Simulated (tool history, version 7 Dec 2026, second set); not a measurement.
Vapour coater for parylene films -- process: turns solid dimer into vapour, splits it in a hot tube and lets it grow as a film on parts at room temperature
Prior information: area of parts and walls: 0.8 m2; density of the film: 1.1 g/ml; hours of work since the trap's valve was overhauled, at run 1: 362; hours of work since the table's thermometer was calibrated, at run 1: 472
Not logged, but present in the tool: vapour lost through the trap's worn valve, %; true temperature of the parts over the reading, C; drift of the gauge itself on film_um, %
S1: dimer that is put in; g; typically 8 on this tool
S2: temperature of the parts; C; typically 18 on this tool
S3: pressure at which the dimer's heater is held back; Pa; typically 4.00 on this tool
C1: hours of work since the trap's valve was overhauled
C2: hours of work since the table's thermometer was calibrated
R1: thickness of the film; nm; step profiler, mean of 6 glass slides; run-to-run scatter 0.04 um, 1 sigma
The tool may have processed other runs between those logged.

run 1 hour=0.0 | S1=8 S2=18 S3=4.00 | C1=362 C2=472 | R1=4140
run 2 hour=47.8 | S1=8 S2=18 S3=4.00 | C1=394 C2=504 | R1=4000
run 3 hour=85.2 | S1=8 S2=18 S3=4.00 | C1=419 C2=529 | R1=4050
-- hour=110.7 trap's valve overhauled
run 4 hour=115.6 | S1=8 S2=18 S3=4.00 | C1=3 C2=547 | R1=4360
run 5 hour=145.7 | S1=8 S2=18 S3=4.00 | C1=24 C2=567 | R1=4310
run 6 hour=192.6 | S1=8 S2=18 S3=4.00 | C1=55 C2=599 | R1=4350
run 7 hour=238.3 | S1=8 S2=18 S3=4.00 | C1=86 C2=630 | R1=4290
run 8 hour=281.6 | S1=10 S2=18 S3=6.59 | C1=115 C2=659 | R1=5230
run 9 hour=322.3 | S1=10 S2=18 S3=6.59 | C1=143 C2=687 | R1=5050
run 10 hour=348.3 | S1=10 S2=18 S3=6.59 | C1=160 C2=704 | R1=5160
run 11 hour=380.6 | S1=4 S2=12 S3=3.18 | C1=182 C2=726 | R1=2480
run 12 hour=433.0 | S1=4 S2=12 S3=3.18 | C1=218 C2=761 | R1=2410
run 13 hour=458.4 | S1=13 S2=27 S3=4.00 | C1=235 C2=779 | R1=5570
run 14 hour=493.8 | S1=13 S2=27 S3=4.00 | C1=259 C2=802 | R1=5580

5 ways to go on from here, each from the tool as it stands after run 14. What would each give?
run A hour=539.2 | S1=13 S2=27 S3=4.05 | C1=289 C2=833 | R1=?
run B hour=539.2 | S1=4 S2=11 S3=3.22 | C1=289 C2=833 | R1=?
run C hour=539.2 | S1=5 S2=18 S3=4.00 | C1=289 C2=833 | R1=?
run D hour=539.2 | S1=6 S2=27 S3=4.00 | C1=289 C2=833 | R1=?
run E hour=539.2 | S1=12 S2=28 S3=4.00 | C1=289 C2=833 | R1=?

run=A R1=5630
run=B R1=2480
run=C R1=2610
run=D R1=2600
run=E R1=5010
Take away the tool's hidden state, keep each run's random variation, and the runs would have read:
run=A R1=5900
run=B R1=2600
run=C R1=2740
run=D R1=2720
run=E R1=5250

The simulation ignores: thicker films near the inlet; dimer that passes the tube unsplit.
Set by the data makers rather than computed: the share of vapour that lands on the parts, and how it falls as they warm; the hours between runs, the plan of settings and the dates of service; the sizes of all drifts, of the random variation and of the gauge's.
